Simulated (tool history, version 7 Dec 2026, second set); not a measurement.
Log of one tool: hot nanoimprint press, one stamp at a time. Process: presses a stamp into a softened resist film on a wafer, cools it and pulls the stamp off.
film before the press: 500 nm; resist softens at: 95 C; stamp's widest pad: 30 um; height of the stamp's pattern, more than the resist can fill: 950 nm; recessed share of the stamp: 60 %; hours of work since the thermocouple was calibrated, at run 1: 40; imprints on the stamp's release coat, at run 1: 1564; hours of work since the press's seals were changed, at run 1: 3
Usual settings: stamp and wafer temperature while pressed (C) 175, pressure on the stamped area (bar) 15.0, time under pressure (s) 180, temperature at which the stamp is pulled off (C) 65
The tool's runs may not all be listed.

run,hour,stamp and wafer temperature while pressed (C),pressure on the stamped area (bar),time under pressure (s),temperature at which the stamp is pulled off (C),hours of work since the thermocouple was calibrated,imprints on the stamp's release coat,hours of work since the press's seals were changed,resist left under the stamp's widest pad (Å),greatest force while the stamp is pulled off (N)
1,0.0,175,15.0,180,65,40,1564,3,2417,281
2,73.4,175,15.0,180,65,86,1899,48,2416,284
# hour 115.3: stamp cleaned and given a new release coat
3,127.1,175,15.0,180,65,116,54,78,2405,235
4,160.7,175,15.0,118,65,137,207,99,2718,236
5,234.0,175,11.0,118,65,183,541,145,3147,242
6,268.5,175,11.0,118,65,204,698,167,3148,248
7,308.9,175,11.0,118,65,230,883,192,3156,250
8,368.2,175,11.0,118,65,267,1153,229,3143,255
9,431.9,175,11.0,118,65,306,1443,269,3115,271
# hour 442.6: plate thermocouple calibrated
10,477.3,175,11.0,118,65,22,1636,295,3035,266
11,546.6,175,15.0,130,65,65,1952,339,2520,279
# hour 578.1: stamp cleaned and given a new release coat
12,587.5,175,15.0,130,65,87,43,360,2517,225
# hour 659.4: plate thermocouple calibrated, once more
13,659.4,175,20.9,180,65,0,357,403,2052,240
14,714.4,175,15.0,180,65,34,608,438,2459,256
15,769.9,164,9.3,109,65,69,861,473,4385,255
16,821.6,164,13.0,109,52,101,1096,505,4023,292
17,889.2,180,18.3,259,65,144,1405,547,1639,267
18,959.2,181,12.4,180,54,187,1724,591,2220,306
19,989.8,179,15.0,180,70,207,1863,610,2135,270
# hour 1041.2: stamp cleaned and given a new release coat
20,1047.6,183,10.0,180,51,239,29,642,2336,260
21,1078.6,183,10.0,180,51,258,170,662,2325,251
22,1119.6,183,10.3,180,52,284,357,687,2295,252
# hour 1163.8: plate thermocouple calibrated
23,1164.8,169,23.3,216,50,1,549,714,2346,265
24,1198.1,170,23.3,98,50,21,701,735,2866,276
25,1244.0,175,10.0,180,57,50,910,763,3035,265
26,1292.3,175,10.0,180,57,80,1131,793,3049,279
27,1339.0,175,15.0,180,61,110,1343,823,2498,285
28,1400.3,182,15.0,194,69,148,1623,861,1932,271

5 ways to go on from here, each from the tool as it stands after run 28. What would each give?
A,1468.8,164,15.0,180,65,191,1935,904,?,?
B,1468.8,170,15.0,180,69,191,1935,904,?,?
C,1468.8,182,12.1,352,69,191,1935,904,?,?
D,1468.8,185,15.0,180,65,191,1935,904,?,?
E,1468.8,177,15.0,258,58,191,1935,904,?,?

run,resist left under the stamp's widest pad (Å),greatest force while the stamp is pulled off (N)
A,3481,286
B,2929,280
C,1765,281
D,1791,279
E,2063,297
Without the tool's hidden state the same runs would have given:
run,resist left under the stamp's widest pad (Å),greatest force while the stamp is pulled off (N)
A,3442,232
B,2882,227
C,1740,228
D,1748,226
E,2020,241
